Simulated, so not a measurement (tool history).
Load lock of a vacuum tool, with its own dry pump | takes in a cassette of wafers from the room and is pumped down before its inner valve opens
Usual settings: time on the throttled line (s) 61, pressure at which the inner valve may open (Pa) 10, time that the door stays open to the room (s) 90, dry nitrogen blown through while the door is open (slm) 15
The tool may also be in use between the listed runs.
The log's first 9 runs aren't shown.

| run | hour | time on the throttled line (s) | pressure at which the inner valve may open (Pa) | time that the door stays open to the room (s) | dry nitrogen blown through while the door is open (slm) | incoming humidity of the room's air, % | time from the closed door until the inner valve may open (s) | rise of the pressure with all valves shut (Pa/min) |
|---|---|---|---|---|---|---|---|---|
| 10 | 4301.7 | 61 | 9 | 90 | 15 | 43.3 | 128.3 | 0.135 |
| 11 | 4828.7 | 61 | 9 | 90 | 15 | 47.5 | 128.6 | 0.168 |
| 12 | 5335.5 | 61 | 9 | 90 | 15 | 48.0 | 129.4 | 0.196 |
| 13 | 5888.8 | 60 | 10 | 90 | 15 | 45.6 | 126.6 | 0.233 |
| 14 | 6495.6 | 60 | 10 | 90 | 15 | 45.1 | 129.4 | 0.276 |
| 15 | 6754.6 | 60 | 10 | 90 | 7 | 42.5 | 128.5 | 0.304 |
| 16 | 7258.0 | 61 | 11 | 90 | 15 | 43.5 | 129.1 | 0.335 |
| 17 | 7621.0 | 61 | 11 | 90 | 15 | 41.5 | 128.8 | 0.355 |
| 18 | 7928.5 | 61 | 11 | 90 | 15 | 44.6 | 129.4 | 0.392 |
| 19 | 8423.2 | 61 | 10 | 90 | 15 | 46.9 | 130.0 | 0.456 |
| 20 | 9015.5 | 61 | 10 | 48 | 15 | 47.5 | 131.2 | 0.508 |
|  | 9488.5 | door's seal changed, seat wiped |
| 21 | 9543.8 | 61 | 10 | 48 | 15 | 47.1 | 131.7 | 0.057 |
| 22 | 9864.2 | 61 | 10 | 48 | 15 | 43.7 | 132.8 | 0.062 |
| 23 | 10361.3 | 115 | 9 | 67 | 9 | 47.3 | 171.8 | 0.098 |
| 24 | 10783.7 | 61 | 11 | 204 | 14 | 42.8 | 132.1 | 0.128 |
| 25 | 11404.1 | 61 | 10 | 204 | 14 | 45.9 | 133.7 | 0.151 |
| 26 | 11983.2 | 61 | 11 | 90 | 15 | 41.4 | 133.0 | 0.157 |
| 27 | 12597.1 | 61 | 11 | 90 | 15 | 43.3 | 134.8 | 0.190 |
| 28 | 13156.4 | 61 | 11 | 90 | 15 | 43.0 | 133.6 | 0.230 |
| 29 | 13638.0 | 61 | 10 | 80 | 15 | 43.9 | 136.6 | 0.254 |
| 30 | 14065.2 | 61 | 10 | 80 | 15 | 48.2 | 135.7 | 0.278 |
| 31 | 14585.7 | 61 | 10 | 80 | 15 | 45.2 | 137.0 | 0.323 |
| 32 | 15012.6 | 58 | 10 | 110 | 15 | 46.0 | 134.3 | 0.362 |

The next listed run, before its measurement:
| 33 | 15432.9 | 99 | 16 | 79 | 6 | 44.0 | ? | ? |

Run 33 gave time from the closed door until the inner valve may open (s) 159.8, rise of the pressure with all valves shut (Pa/min) 0.402.
Without the tool's hidden state the same run would have given time from the closed door until the inner valve may open (s) 150.8, rise of the pressure with all valves shut (Pa/min) 0.073.

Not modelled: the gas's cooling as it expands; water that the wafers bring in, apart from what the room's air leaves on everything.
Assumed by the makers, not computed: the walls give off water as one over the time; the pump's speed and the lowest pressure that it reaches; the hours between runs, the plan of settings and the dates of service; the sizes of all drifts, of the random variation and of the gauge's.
